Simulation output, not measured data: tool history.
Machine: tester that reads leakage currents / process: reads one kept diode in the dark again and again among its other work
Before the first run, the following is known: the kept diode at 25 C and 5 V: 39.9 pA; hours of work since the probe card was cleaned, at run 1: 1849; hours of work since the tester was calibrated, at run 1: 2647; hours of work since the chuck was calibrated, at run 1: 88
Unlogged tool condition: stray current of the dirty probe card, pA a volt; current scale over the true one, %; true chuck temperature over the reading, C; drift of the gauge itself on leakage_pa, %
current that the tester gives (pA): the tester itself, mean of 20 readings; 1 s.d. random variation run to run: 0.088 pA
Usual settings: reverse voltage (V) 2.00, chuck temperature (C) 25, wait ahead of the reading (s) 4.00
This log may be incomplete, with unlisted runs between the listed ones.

run    hour  reverse voltage (V)  chuck temperature (C)  wait ahead of the reading (s)  hours of work since the probe card was cleaned  hours of work since the tester was calibrated  hours of work since the chuck was calibrated  current that the tester gives (pA)
  1     0.0                 2.00                     25                           4.00                                            1849                                           2647                                            88                               24.53
  2    91.2                 2.00                     25                           4.00                                            1904                                           2702                                           144                               24.74
  3   134.3                 2.00                     30                           4.00                                            1931                                           2728                                           170                               34.95
  4   188.6                 2.00                     30                           4.00                                            1963                                           2761                                           203                               34.92
  5   250.2                 2.00                     25                           4.00                                            2001                                           2799                                           240                               24.77
  6   301.0                 2.00                     25                           0.79                                            2032                                           2829                                           271                               25.01
      317.8  -- tester calibrated
  7   386.3                 2.00                     25                           0.79                                            2082                                             42                                           322                               25.47
  8   481.0                 2.00                     25                           5.45                                            2140                                             99                                           379                               25.34
  9   570.4                 2.00                     25                           5.45                                            2194                                            153                                           433                               25.54
 10   614.2                 2.00                     25                           0.48                                            2221                                            180                                           460                               25.76
 11   660.0                 2.00                     25                           0.48                                            2249                                            208                                           488                               25.72
 12   709.3                 2.00                     25                           0.48                                            2278                                            238                                           518                               25.83
 13   804.2                 2.00                     25                           0.48                                            2336                                            295                                           575                               26.06
 14   897.8                 2.00                     25                           0.48                                            2393                                            352                                           632                               25.88
 15   954.2                 2.00                     25                           0.48                                            2427                                            387                                           666                               25.96
 16  1049.5                 2.00                     25                           0.48                                            2485                                            444                                           724                               25.91
 17  1144.2                 2.00                     25                           4.00                                            2543                                            502                                           782                               25.99
 18  1208.2                 4.43                     25                           4.00                                            2581                                            541                                           821                               41.05
 19  1251.3                 2.00                     25                           4.00                                            2608                                            567                                           847                               26.07
 20  1305.2                 2.00                     25                           4.00                                            2640                                            600                                           880                               26.06
 21  1383.5                 5.60                     45                           0.67                                            2688                                            647                                           927                              175.56
 22  1475.3                 5.60                     45                           0.67                                            2744                                            703                                           983                              175.81
 23  1536.8                 5.60                     28                           1.30                                            2781                                            740                                          1020                               58.23
 24  1595.5                 8.19                     57                           1.27                                            2817                                            776                                          1056                              451.83
 25  1675.3                 8.19                     57                           1.27                                            2865                                            824                                          1104                              451.61
     1683.1  -- chuck's temperature calibrated
 26  1736.7                 9.62                     33                           0.43                                            2901                                            860                                            33                              114.29
 27  1791.1                 1.73                     42                           2.90                                            2934                                            894                                            66                               76.49
 28  1888.3                 5.03                     45                           0.32                                            2993                                            953                                           125                              170.42
 29  1965.0                 1.35                     43                           4.00                                            3040                                            999                                           171                               71.47
 30  2025.3                 1.35                     43                           4.00                                            3076                                           1036                                           208                               71.28
 31  2092.0                 1.35                     43                           4.00                                            3117                                           1076                                           248                               71.41
     2147.9  -- chuck's temperature calibrated, once more
 32  2165.6                 5.40                     21                           5.64                                            3160                                           1120                                            11                               34.17
 33  2255.7                16.48                     25                           4.00                                            3215                                           1174                                            65                               87.35
 34  2319.0                10.04                     25                           1.04                                            3254                                           1213                                           104                               65.38
 35  2374.0                 1.53                     25                           0.79                                            3287                                           1246                                           137                               21.53
 36  2454.4                11.38                     34                           1.29                                            3336                                           1295                                           186                              125.98
 37  2512.6                11.38                     34                           1.29                                            3371                                           1330                                           221                              126.30
 38  2602.8                 3.28                     31                           2.18                                            3426                                           1385                                           276                               50.64
 39  2673.1                 4.69                     28                           2.18                                            3469                                           1428                                           319                               51.10
 40  2725.5                 4.69                     28                           2.18                                            3500                                           1460                                           351                               51.02

Each row is a separate what-if for the run after 40, all from the same tool condition, not one after another. Results?
  A  2796.5                 2.00                     32                           5.40                                            3544                                           1503                                           394                                   ?
  B  2796.5                 4.69                     28                           0.84                                            3544                                           1503                                           394                                   ?
  C  2796.5                 1.37                     54                           0.34                                            3544                                           1503                                           394                                   ?
  D  2796.5                 7.81                     28                           0.91                                            3544                                           1503                                           394                                   ?

run  current that the tester gives (pA)
  A                               40.89
  B                               51.32
  C                              134.63
  D                               68.91
Take away the tool's hidden state, keep each run's random variation, and the runs would have read:
run  current that the tester gives (pA)
  A                               39.76
  B                               48.30
  C                              134.77
  D                               63.77

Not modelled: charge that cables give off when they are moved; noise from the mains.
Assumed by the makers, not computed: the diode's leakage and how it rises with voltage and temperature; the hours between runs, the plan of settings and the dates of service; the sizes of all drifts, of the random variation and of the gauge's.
